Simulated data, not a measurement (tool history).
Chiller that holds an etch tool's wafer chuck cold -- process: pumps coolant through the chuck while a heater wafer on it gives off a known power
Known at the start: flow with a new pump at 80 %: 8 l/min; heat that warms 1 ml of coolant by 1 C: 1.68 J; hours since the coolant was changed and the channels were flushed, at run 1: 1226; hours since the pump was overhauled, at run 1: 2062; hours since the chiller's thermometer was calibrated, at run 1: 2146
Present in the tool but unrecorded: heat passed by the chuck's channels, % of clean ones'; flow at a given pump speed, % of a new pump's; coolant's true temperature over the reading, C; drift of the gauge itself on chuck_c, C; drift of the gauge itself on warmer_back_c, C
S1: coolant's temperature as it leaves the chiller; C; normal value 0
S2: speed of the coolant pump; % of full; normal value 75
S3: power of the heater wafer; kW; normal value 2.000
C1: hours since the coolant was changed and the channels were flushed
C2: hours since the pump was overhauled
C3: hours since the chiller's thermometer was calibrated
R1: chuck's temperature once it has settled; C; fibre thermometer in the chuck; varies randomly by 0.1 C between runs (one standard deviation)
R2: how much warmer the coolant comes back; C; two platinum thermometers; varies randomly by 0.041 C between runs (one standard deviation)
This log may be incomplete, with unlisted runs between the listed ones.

{"run": 1, "hour": 0.0, "S1": 0, "S2": 75, "S3": 2.0, "C1": 1226, "C2": 2062, "C3": 2146, "R1": 15.9, "R2": 9.9}
{"run": 2, "hour": 29.3, "S1": 0, "S2": 75, "S3": 2.0, "C1": 1256, "C2": 2092, "C3": 2175, "R1": 16.0, "R2": 9.91}
{"run": 3, "hour": 62.6, "S1": 0, "S2": 75, "S3": 2.0, "C1": 1289, "C2": 2125, "C3": 2209, "R1": 16.2, "R2": 9.94}
{"run": 4, "hour": 115.0, "S1": 0, "S2": 75, "S3": 2.027, "C1": 1341, "C2": 2177, "C3": 2261, "R1": 16.4, "R2": 10.08}
{"hour": 120.3, "done": "chiller's thermometer calibrated"}
{"run": 5, "hour": 170.2, "S1": 0, "S2": 75, "S3": 2.027, "C1": 1396, "C2": 2231, "C3": 50, "R1": 16.1, "R2": 10.1}
{"run": 6, "hour": 208.8, "S1": 0, "S2": 75, "S3": 1.267, "C1": 1434, "C2": 2270, "C3": 88, "R1": 10.2, "R2": 6.34}
{"hour": 219.8, "done": "chiller's thermometer calibrated, once more"}
{"run": 7, "hour": 251.1, "S1": 0, "S2": 75, "S3": 1.267, "C1": 1475, "C2": 2311, "C3": 31, "R1": 10.4, "R2": 6.34}
{"run": 8, "hour": 307.4, "S1": 3, "S2": 72, "S3": 1.347, "C1": 1532, "C2": 2368, "C3": 88, "R1": 14.2, "R2": 7.06}

What will run 9 give?
{"run": 9, "hour": 333.2, "S1": 3, "S2": 70, "S3": 1.347, "C1": 1558, "C2": 2393, "C3": 113, "R1": "?", "R2": "?"}

{"run 9": {"R1": 14.6, "R2": 7.21}}
Had the tool carried no hidden state, the very same run would have given R1 13.9 C, R2 6.89 C.
